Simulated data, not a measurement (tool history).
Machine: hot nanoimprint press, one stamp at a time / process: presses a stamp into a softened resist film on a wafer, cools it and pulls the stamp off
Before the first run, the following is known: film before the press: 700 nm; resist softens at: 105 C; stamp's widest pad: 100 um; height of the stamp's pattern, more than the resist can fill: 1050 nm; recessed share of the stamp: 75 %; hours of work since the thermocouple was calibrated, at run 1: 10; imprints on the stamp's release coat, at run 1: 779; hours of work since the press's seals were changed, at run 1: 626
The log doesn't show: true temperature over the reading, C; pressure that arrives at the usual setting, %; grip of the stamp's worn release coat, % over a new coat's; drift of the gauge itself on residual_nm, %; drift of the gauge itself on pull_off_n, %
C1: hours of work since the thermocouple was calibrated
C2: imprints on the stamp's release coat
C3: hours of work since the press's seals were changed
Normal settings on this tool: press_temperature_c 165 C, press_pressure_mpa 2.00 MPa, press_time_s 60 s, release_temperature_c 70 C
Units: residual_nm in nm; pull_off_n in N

run 1 hour=0.0 | press_temperature_c=165 press_pressure_mpa=2.00 press_time_s=60 release_temperature_c=70 | C1=10 C2=779 C3=626 | residual_nm=378.2 pull_off_n=148
run 2 hour=51.0 | press_temperature_c=165 press_pressure_mpa=2.00 press_time_s=60 release_temperature_c=70 | C1=37 C2=925 C3=653 | residual_nm=377.9 pull_off_n=145
run 3 hour=103.3 | press_temperature_c=165 press_pressure_mpa=2.00 press_time_s=60 release_temperature_c=68 | C1=65 C2=1074 C3=681 | residual_nm=376.7 pull_off_n=151
run 4 hour=141.9 | press_temperature_c=174 press_pressure_mpa=2.00 press_time_s=60 release_temperature_c=70 | C1=85 C2=1185 C3=702 | residual_nm=241.6 pull_off_n=158
run 5 hour=189.2 | press_temperature_c=165 press_pressure_mpa=1.99 press_time_s=60 release_temperature_c=70 | C1=111 C2=1320 C3=727 | residual_nm=380.5 pull_off_n=154
run 6 hour=230.3 | press_temperature_c=165 press_pressure_mpa=1.99 press_time_s=60 release_temperature_c=70 | C1=133 C2=1438 C3=749 | residual_nm=380.0 pull_off_n=159
run 7 hour=258.2 | press_temperature_c=165 press_pressure_mpa=1.99 press_time_s=60 release_temperature_c=70 | C1=147 C2=1518 C3=764 | residual_nm=383.3 pull_off_n=168
run 8 hour=299.4 | press_temperature_c=165 press_pressure_mpa=2.00 press_time_s=60 release_temperature_c=70 | C1=169 C2=1636 C3=786 | residual_nm=378.8 pull_off_n=162
run 9 hour=335.4 | press_temperature_c=165 press_pressure_mpa=2.00 press_time_s=60 release_temperature_c=70 | C1=189 C2=1739 C3=805 | residual_nm=381.5 pull_off_n=165
run 10 hour=360.6 | press_temperature_c=165 press_pressure_mpa=1.68 press_time_s=60 release_temperature_c=70 | C1=202 C2=1811 C3=818 | residual_nm=409.5 pull_off_n=173
run 11 hour=402.0 | press_temperature_c=165 press_pressure_mpa=1.68 press_time_s=31 release_temperature_c=70 | C1=224 C2=1929 C3=840 | residual_nm=494.4 pull_off_n=168
run 12 hour=425.7 | press_temperature_c=165 press_pressure_mpa=1.68 press_time_s=31 release_temperature_c=60 | C1=237 C2=1997 C3=853 | residual_nm=495.5 pull_off_n=200
run 13 hour=452.5 | press_temperature_c=165 press_pressure_mpa=2.00 press_time_s=60 release_temperature_c=74 | C1=251 C2=2074 C3=867 | residual_nm=385.6 pull_off_n=158
run 14 hour=497.8 | press_temperature_c=175 press_pressure_mpa=2.00 press_time_s=60 release_temperature_c=70 | C1=275 C2=2203 C3=891 | residual_nm=234.8 pull_off_n=177
-- hour=552.5 stamp cleaned and given a new release coat
run 15 hour=552.5 | press_temperature_c=165 press_pressure_mpa=2.00 press_time_s=60 release_temperature_c=70 | C1=301 C2=0 C3=917 | residual_nm=387.3 pull_off_n=131
run 16 hour=609.6 | press_temperature_c=165 press_pressure_mpa=2.00 press_time_s=60 release_temperature_c=70 | C1=332 C2=163 C3=948 | residual_nm=388.5 pull_off_n=136
run 17 hour=637.1 | press_temperature_c=163 press_pressure_mpa=2.68 press_time_s=42 release_temperature_c=77 | C1=346 C2=242 C3=962 | residual_nm=428.0 pull_off_n=116
-- hour=645.1 plate thermocouple calibrated
run 18 hour=686.9 | press_temperature_c=168 press_pressure_mpa=1.57 press_time_s=30 release_temperature_c=69 | C1=22 C2=376 C3=987 | residual_nm=466.8 pull_off_n=152
run 19 hour=716.8 | press_temperature_c=165 press_pressure_mpa=2.00 press_time_s=60 release_temperature_c=62 | C1=38 C2=461 C3=1003 | residual_nm=395.6 pull_off_n=158
run 20 hour=768.6 | press_temperature_c=169 press_pressure_mpa=2.73 press_time_s=60 release_temperature_c=71 | C1=66 C2=610 C3=1031 | residual_nm=281.8 pull_off_n=137
run 21 hour=812.8 | press_temperature_c=169 press_pressure_mpa=2.73 press_time_s=60 release_temperature_c=71 | C1=89 C2=736 C3=1054 | residual_nm=284.6 pull_off_n=147
run 22 hour=836.8 | press_temperature_c=176 press_pressure_mpa=2.73 press_time_s=60 release_temperature_c=66 | C1=102 C2=805 C3=1067 | residual_nm=197.5 pull_off_n=159
run 23 hour=893.1 | press_temperature_c=158 press_pressure_mpa=2.00 press_time_s=34 release_temperature_c=69 | C1=132 C2=966 C3=1097 | residual_nm=594.1 pull_off_n=159
run 24 hour=936.5 | press_temperature_c=164 press_pressure_mpa=1.63 press_time_s=54 release_temperature_c=75 | C1=155 C2=1090 C3=1120 | residual_nm=463.6 pull_off_n=148
-- hour=951.5 plate thermocouple calibrated, once more
run 25 hour=962.6 | press_temperature_c=164 press_pressure_mpa=1.63 press_time_s=54 release_temperature_c=75 | C1=6 C2=1156 C3=1133 | residual_nm=444.5 pull_off_n=139
run 26 hour=998.8 | press_temperature_c=164 press_pressure_mpa=1.63 press_time_s=54 release_temperature_c=75 | C1=25 C2=1260 C3=1152 | residual_nm=452.6 pull_off_n=146
run 27 hour=1032.5 | press_temperature_c=170 press_pressure_mpa=2.26 press_time_s=79 release_temperature_c=64 | C1=43 C2=1357 C3=1170 | residual_nm=256.2 pull_off_n=169
run 28 hour=1075.0 | press_temperature_c=170 press_pressure_mpa=2.26 press_time_s=79 release_temperature_c=64 | C1=66 C2=1478 C3=1193 | residual_nm=257.3 pull_off_n=176
run 29 hour=1104.9 | press_temperature_c=172 press_pressure_mpa=1.66 press_time_s=79 release_temperature_c=73 | C1=82 C2=1564 C3=1209 | residual_nm=267.0 pull_off_n=151
run 30 hour=1148.2 | press_temperature_c=173 press_pressure_mpa=1.66 press_time_s=34 release_temperature_c=73 | C1=105 C2=1688 C3=1232 | residual_nm=350.0 pull_off_n=156

Pick out some run-to-run changes in residual_nm. Of each, how much would a tool without hidden state show as well, from the settings, what came in and chance, and how much is left for the hidden state and any gauge scatter not in both results compared?
Run 14 -> 15: press_temperature_c 175 -> 165, stamp cleaned and given a new release coat. residual_nm +152.5 nm: hidden state +5.2, all else +147.3.
Run 21 -> 22: press_temperature_c 169 -> 176, release_temperature_c 71 -> 66. residual_nm -87.1 nm: hidden state -6.8, all else -80.3.
Run 22 -> 23: press_temperature_c 176 -> 158, press_pressure_mpa 2.73 -> 2.00, press_time_s 60 -> 34, release_temperature_c 66 -> 69. residual_nm +396.6 nm: hidden state +6.3, all else +390.3.
Run 24 -> 25: plate thermocouple calibrated, once more. residual_nm -19.1 nm: hidden state -17.8, all else -1.3.
Run 26 -> 27: press_temperature_c 164 -> 170, press_pressure_mpa 1.63 -> 2.26, press_time_s 54 -> 79, release_temperature_c 75 -> 64. residual_nm -196.4 nm: hidden state -0.8, all else -195.6.
